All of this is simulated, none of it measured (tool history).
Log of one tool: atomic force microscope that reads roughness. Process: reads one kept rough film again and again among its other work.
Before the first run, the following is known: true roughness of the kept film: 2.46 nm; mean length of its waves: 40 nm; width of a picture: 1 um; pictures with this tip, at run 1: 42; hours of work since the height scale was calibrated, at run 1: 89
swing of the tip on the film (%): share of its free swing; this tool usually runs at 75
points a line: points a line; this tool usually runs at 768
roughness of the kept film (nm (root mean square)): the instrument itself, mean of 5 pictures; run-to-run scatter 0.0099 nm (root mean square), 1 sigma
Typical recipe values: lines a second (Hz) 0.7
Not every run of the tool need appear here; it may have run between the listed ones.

run,hour,lines a second (Hz),swing of the tip on the film (%),points a line,pictures with this tip,hours of work since the height scale was calibrated,roughness of the kept film (nm (root mean square))
1,0,0.7,75,768,42,89,2.2
2,5.2,0.7,75,768,49,92,2.212
3,14.7,0.7,78,768,60,97,2.194
4,24.5,0.7,78,768,72,103,2.163
5,29.1,0.7,78,768,78,106,2.156
6,33.7,0.7,62,768,83,108,2.179
7,41,0.7,62,768,92,113,2.195
8,45.8,3.126,75,768,98,115,1.962
9,55.3,1.174,75,768,110,121,2.085
10,59.7,0.7,75,309,115,124,2.097
11,68.7,0.7,75,309,126,129,2.097
12,77.9,0.7,75,768,137,134,2.102
# hour 80.4: new tip fitted
13,88.4,0.7,67,768,10,140,2.258
14,94.9,0.7,67,768,18,144,2.259
15,105.3,0.7,67,768,30,150,2.227
16,112.6,0.7,67,768,39,154,2.228
17,118.4,0.7,67,768,46,157,2.23
18,126.5,0.7,75,768,56,162,2.19
19,134.5,0.7,65,768,66,167,2.191
20,144.6,0.7,65,768,78,173,2.183
21,152.1,0.7,65,768,87,177,2.17
22,158.4,0.7,75,768,95,181,2.159
23,168.6,0.7,75,768,107,186,2.134
24,174.9,0.7,75,768,115,190,2.111
25,182.9,0.7,75,768,124,195,2.11
26,191.5,0.933,75,929,135,200,2.103
# hour 196: new tip fitted
27,197.4,0.933,75,929,1,203,2.226
28,204.8,1.121,76,640,10,207,2.186
29,212.9,1.121,76,640,20,212,2.207
30,217.8,0.7,78,669,26,215,2.194
31,227.6,0.7,62,768,38,221,2.231
32,234,0.608,78,694,46,224,2.179
33,240.6,0.608,78,694,54,228,2.182
34,251.1,0.7,82,391,66,234,2.127
35,259.4,0.7,82,391,77,239,2.113
36,267.4,0.631,90,543,86,244,2.086
37,277.4,2.761,90,543,98,249,1.794
38,286,2.761,90,543,109,254,1.799
39,293.9,2.761,90,543,118,259,1.783
40,303.1,1.103,70,885,129,264,2.082
41,310.5,2.839,87,800,138,269,1.813
# hour 311.6: new tip fitted
42,320,1.095,75,333,10,274,2.218
43,328.8,1.095,79,333,21,279,2.167
44,336.6,3.901,62,451,30,284,2.138
45,342.6,0.601,75,367,38,287,2.232
46,349.1,3.402,84,873,46,291,1.879

What if the next run were any one of these 4? Each begins from the tool's condition after run 46:
A,356.7,3.402,84,444,55,295,?
B,356.7,2.651,76,498,55,295,?
C,356.7,2.656,80,768,55,295,?
D,356.7,0.7,75,412,55,295,?

run,roughness of the kept film (nm (root mean square))
A,1.863
B,2.034
C,1.987
D,2.197
The same runs, with their run-to-run variation unchanged, on a tool lacking any hidden condition would have given:
run,roughness of the kept film (nm (root mean square))
A,1.924
B,2.1
C,2.053
D,2.269
